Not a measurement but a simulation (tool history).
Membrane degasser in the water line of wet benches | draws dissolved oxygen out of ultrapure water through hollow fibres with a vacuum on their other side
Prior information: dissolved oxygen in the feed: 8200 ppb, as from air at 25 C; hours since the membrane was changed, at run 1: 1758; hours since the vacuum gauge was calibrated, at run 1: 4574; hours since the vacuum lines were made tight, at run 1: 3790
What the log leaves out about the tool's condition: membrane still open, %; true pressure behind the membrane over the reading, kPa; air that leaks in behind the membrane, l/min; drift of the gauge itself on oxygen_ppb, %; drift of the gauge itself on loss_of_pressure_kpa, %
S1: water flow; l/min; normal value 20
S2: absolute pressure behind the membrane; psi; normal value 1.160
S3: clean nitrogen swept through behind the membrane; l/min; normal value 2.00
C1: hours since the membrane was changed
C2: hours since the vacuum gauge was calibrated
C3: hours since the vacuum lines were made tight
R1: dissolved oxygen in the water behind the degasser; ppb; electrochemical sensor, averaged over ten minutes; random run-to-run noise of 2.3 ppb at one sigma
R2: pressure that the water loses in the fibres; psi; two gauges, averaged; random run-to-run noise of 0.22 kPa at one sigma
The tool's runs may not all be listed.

run,hour,S1,S2,S3,C1,C2,C3,R1,R2
1,0.0,20,1.160,2.00,1758,4574,3790,247.1,8.105
2,33.3,20,1.160,2.00,1791,4608,3823,246.8,8.108
3,76.3,20,1.160,2.00,1834,4651,3866,247.3,8.129
4,108.3,20,1.160,2.00,1866,4683,3898,247.3,8.164
5,163.2,20,1.160,2.00,1921,4737,3953,247.0,8.119
6,230.7,20,1.160,2.00,1988,4805,4021,246.2,8.167
7,277.4,22,1.160,2.00,2035,4852,4068,286.6,8.968
8,348.6,20,1.160,2.00,2106,4923,4139,249.7,8.132
9,385.3,20,1.160,2.00,2143,4960,4175,244.7,8.124
10,416.5,20,1.160,2.00,2174,4991,4207,248.1,8.147
11,488.7,20,1.160,2.00,2246,5063,4279,242.0,8.192
# hour 492.5: vacuum gauge calibrated
12,535.2,20,1.160,2.00,2292,43,4325,255.6,8.109
13,608.9,20,1.160,1.33,2366,116,4398,311.1,8.213
# hour 636.6: seals of the vacuum lines changed
14,675.6,18,1.160,2.00,2431,181,39,210.0,7.368
15,741.9,18,0.766,2.00,2497,247,105,156.7,7.349
16,775.0,18,0.766,2.00,2530,280,138,157.4,7.326
17,821.4,20,1.160,5.21,2577,327,185,178.6,8.219
# hour 827.2: vacuum gauge calibrated, once more
18,861.8,20,1.020,1.85,2616,35,225,221.4,8.174
19,931.8,20,1.020,1.85,2686,105,295,221.6,8.177
20,977.2,14,1.210,2.88,2732,150,340,105.6,5.791
21,1016.4,12,1.945,4.10,2771,189,379,101.7,4.960
22,1068.1,20,1.929,1.55,2823,241,431,413.6,8.160
23,1121.2,20,1.929,1.55,2876,294,484,410.1,8.209
24,1180.1,26,1.160,2.00,2935,353,543,372.8,10.659
25,1237.9,21,1.262,2.21,2993,411,601,272.6,8.570
26,1299.9,23,0.969,2.00,3055,473,663,273.2,9.397

Predict the results of run 27:
27,1349.5,23,0.969,2.00,3104,522,712,?,?

For run 27 the tool returned R1 272.9 ppb, R2 9.454 psi.
With the hidden condition absent and the run-to-run variation left alone, this run would have shown R1 254.8 ppb, R2 9.216 psi.
